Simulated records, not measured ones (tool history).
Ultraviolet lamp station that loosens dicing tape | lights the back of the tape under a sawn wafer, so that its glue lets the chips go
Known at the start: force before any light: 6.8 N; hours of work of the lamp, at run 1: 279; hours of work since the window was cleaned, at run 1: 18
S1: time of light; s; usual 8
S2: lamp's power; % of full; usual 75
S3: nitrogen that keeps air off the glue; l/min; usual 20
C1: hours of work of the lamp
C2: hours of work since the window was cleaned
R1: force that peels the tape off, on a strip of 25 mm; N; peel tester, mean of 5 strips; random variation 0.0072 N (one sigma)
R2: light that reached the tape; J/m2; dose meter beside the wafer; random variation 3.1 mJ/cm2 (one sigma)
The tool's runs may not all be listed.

Run 1, hour 0.0: usual settings; C1 279; C2 18. Result: R1 0.335 N, R2 4280 J/m2.
Run 2, hour 13.2: usual settings; C1 289; C2 27. Result: R1 0.324 N, R2 4330 J/m2.
Run 3, hour 30.1: usual settings; C1 301; C2 40. Result: R1 0.333 N, R2 4270 J/m2.
Run 4, hour 48.4: usual settings; C1 314; C2 53. Result: R1 0.328 N, R2 4170 J/m2.
Run 5, hour 61.0: usual settings; C1 324; C2 62. Result: R1 0.346 N, R2 4200 J/m2.
Run 6, hour 79.1: usual settings; C1 337; C2 75. Result: R1 0.350 N, R2 4140 J/m2.
Run 7, hour 90.0: usual settings; C1 344; C2 83. Result: R1 0.340 N, R2 4180 J/m2.
Run 8, hour 106.3: usual settings but S3 10 l/min; C1 356; C2 95. Result: R1 0.695 N, R2 4130 J/m2.
Run 9, hour 122.9: usual settings but S3 10 l/min; C1 368; C2 107. Result: R1 0.718 N, R2 4120 J/m2.
Run 10, hour 134.4: usual settings but S1 13 s; C1 377; C2 115. Result: R1 0.101 N, R2 6600 J/m2.
Run 11, hour 149.1: usual settings but S1 13 s; C1 387; C2 126. Result: R1 0.096 N, R2 6610 J/m2.
Run 12, hour 167.8: usual settings but S1 13 s; C1 401; C2 139. Result: R1 0.111 N, R2 6540 J/m2.
Run 13, hour 183.8: usual settings but S1 13 s; C1 412; C2 151. Result: R1 0.109 N, R2 6550 J/m2.
Run 14, hour 193.6: usual settings but S2 87 % of full; C1 419; C2 158. Result: R1 0.263 N, R2 4640 J/m2.
Run 15, hour 213.8: usual settings but S1 12 s, S2 91 % of full; C1 434; C2 172. Result: R1 0.065 N, R2 7290 J/m2.
Run 16, hour 232.2: usual settings but S2 80 % of full; C1 447; C2 186. Result: R1 0.326 N, R2 4220 J/m2.
Run 17, hour 251.3: usual settings but S2 80 % of full; C1 461; C2 199. Result: R1 0.333 N, R2 4200 J/m2.
Run 18, hour 265.1: usual settings but S1 6 s, S2 63 % of full, S3 7 l/min; C1 471; C2 209. Result: R1 2.171 N, R2 2480 J/m2.
Run 19, hour 287.9: usual settings but S1 9 s, S2 73 % of full, S3 6 l/min; C1 488; C2 226. Result: R1 1.069 N, R2 4270 J/m2.
Run 20, hour 312.3: usual settings but S1 9 s, S2 73 % of full, S3 6 l/min; C1 505; C2 243. Result: R1 1.042 N, R2 4240 J/m2.
Run 21, hour 330.7: usual settings but S1 9 s, S2 73 % of full, S3 6 l/min; C1 518; C2 257. Result: R1 1.018 N, R2 4210 J/m2.
Run 22, hour 353.8: usual settings but S1 9 s, S2 73 % of full, S3 30 l/min; C1 535; C2 274. Result: R1 0.227 N, R2 4250 J/m2.

Forecast each of these 5 alternatives for the next run:
Run A, hour 372.5: usual settings but S1 6 s, S3 31 l/min; C1 549; C2 287. Result: R1 ?, R2 ?.
Run B, hour 372.5: usual settings but S1 9 s, S2 73 % of full, S3 10 l/min; C1 549; C2 287. Result: R1 ?, R2 ?.
Run C, hour 372.5: usual settings but S1 4 s, S2 72 % of full; C1 549; C2 287. Result: R1 ?, R2 ?.
Run D, hour 372.5: usual settings but S3 10 l/min; C1 549; C2 287. Result: R1 ?, R2 ?.
Run E, hour 372.5: usual settings but S1 6 s, S2 86 % of full, S3 37 l/min; C1 549; C2 287. Result: R1 ?, R2 ?.

run     R1    R2
  A  0.585  2820
  B  0.724  4150
  C  1.740  1840
  D  0.868  3830
  E  0.380  3250
Without the tool's hidden state the same runs would have given:
run     R1    R2
  A  0.356  3440
  B  0.457  5070
  C  1.296  2240
  D  0.563  4660
  E  0.221  3960

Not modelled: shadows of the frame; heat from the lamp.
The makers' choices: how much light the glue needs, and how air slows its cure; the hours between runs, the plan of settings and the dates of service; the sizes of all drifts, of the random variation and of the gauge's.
